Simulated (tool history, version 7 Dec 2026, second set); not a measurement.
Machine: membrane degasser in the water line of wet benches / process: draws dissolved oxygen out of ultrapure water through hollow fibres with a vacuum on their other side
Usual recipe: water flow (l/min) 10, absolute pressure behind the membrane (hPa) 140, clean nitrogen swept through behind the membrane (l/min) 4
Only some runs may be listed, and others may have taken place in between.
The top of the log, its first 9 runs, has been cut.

run    hour  water flow (l/min)  absolute pressure behind the membrane (hPa)  clean nitrogen swept through behind the membrane (l/min)  hours since the membrane was changed  hours since the vacuum gauge was calibrated  hours since the vacuum lines were made tight  dissolved oxygen in the water behind the degasser (ppb)  pressure that the water loses in the fibres (hPa)
 10   326.6                  10                                          186                                                      2.54                                  2207                                         1948                                          2986                                                    217.6                                              616.4
 11   386.1                  10                                          140                                                         4                                  2266                                         2008                                          3045                                                    137.8                                              610.5
 12   428.8                  10                                          140                                                         4                                  2309                                         2050                                          3088                                                    139.2                                              616.6
 13     470                  10                                          140                                                         4                                  2350                                         2091                                          3129                                                      141                                                617
 14   495.5                  10                                          140                                                         4                                  2376                                         2117                                          3155                                                    137.3                                              614.2
 15   549.7                  10                                          140                                                         4                                  2430                                         2171                                          3209                                                    138.3                                              614.2
 16   587.8                  10                                          140                                                         4                                  2468                                         2209                                          3247                                                    141.1                                              621.7
      621.7  -- seals of the vacuum lines changed
 17   621.7                   7                                          140                                                         4                                  2500                                         2241                                             0                                                     82.3                                                437
 18   654.3                  10                                          288                                                       3.2                                  2532                                         2274                                            33                                                    261.2                                              623.8
      687.6  -- gauge calibrated
 19   695.3                  14                                           89                                                      2.41                                  2573                                         2315                                            74                                                    209.5                                              848.3
 20   720.4                  14                                           89                                                      2.41                                  2598                                         2340                                            99                                                    211.8                                              846.2
 21   761.5                  10                                          100                                                         4                                  2640                                         2381                                           140                                                    113.9                                              607.6
 22   800.3                  10                                          192                                                       1.9                                  2678                                         2420                                           179                                                    269.5                                                605
 23   844.9                  10                                          192                                                       1.9                                  2723                                         2464                                           223                                                    271.9                                              613.4
 24   876.8                  12                                          154                                                      1.66                                  2755                                         2496                                           255                                                    304.9                                              735.5
 25   933.1                   7                                          331                                                         4                                  2811                                         2553                                           311                                                    166.2                                              431.4
 26   979.1                  14                                          340                                                      3.87                                  2857                                         2599                                           357                                                    388.4                                              859.6
 27  1020.1                   7                                          125                                                      2.05                                  2898                                         2640                                           398                                                    115.8                                              427.3
 28  1057.4                  15                                          140                                                      6.39                                  2935                                         2677                                           436                                                    208.6                                              915.6
 29  1101.2                  15                                          140                                                      6.39                                  2979                                         2721                                           480                                                    208.8                                              922.9
 30  1138.4                  12                                          134                                                         4                                  3016                                         2758                                           517                                                    174.6                                              741.2
 31  1166.4                  12                                          134                                                         4                                  3044                                         2786                                           545                                                    180.5                                              741.7
 32  1220.6                   7                                          190                                                      8.96                                  3099                                         2840                                           599                                                       65                                              433.3
 33  1270.9                  10                                          140                                                      5.28                                  3149                                         2890                                           649                                                    123.8                                                622

Here are 3 independent what-if runs from the current tool condition. What would each one return?
  A  1314.7                  10                                           89                                                      4.84                                  3193                                         2934                                           693                                                        ?                                                  ?
  B  1314.7                  10                                          140                                                      6.24                                  3193                                         2934                                           693                                                        ?                                                  ?
  C  1314.7                  13                                          140                                                         4                                  3193                                         2934                                           693                                                        ?                                                  ?

run  dissolved oxygen in the water behind the degasser (ppb)  pressure that the water loses in the fibres (hPa)
  A                                                    103.4                                              619.2
  B                                                    116.9                                              618.3
  C                                                    203.1                                              801.9
With the hidden condition removed and each run's random variation left untouched, the same runs would have given:
run  dissolved oxygen in the water behind the degasser (ppb)  pressure that the water loses in the fibres (hPa)
  A                                                    103.2                                              604.6
  B                                                    116.8                                              603.7
  C                                                      203                                                783

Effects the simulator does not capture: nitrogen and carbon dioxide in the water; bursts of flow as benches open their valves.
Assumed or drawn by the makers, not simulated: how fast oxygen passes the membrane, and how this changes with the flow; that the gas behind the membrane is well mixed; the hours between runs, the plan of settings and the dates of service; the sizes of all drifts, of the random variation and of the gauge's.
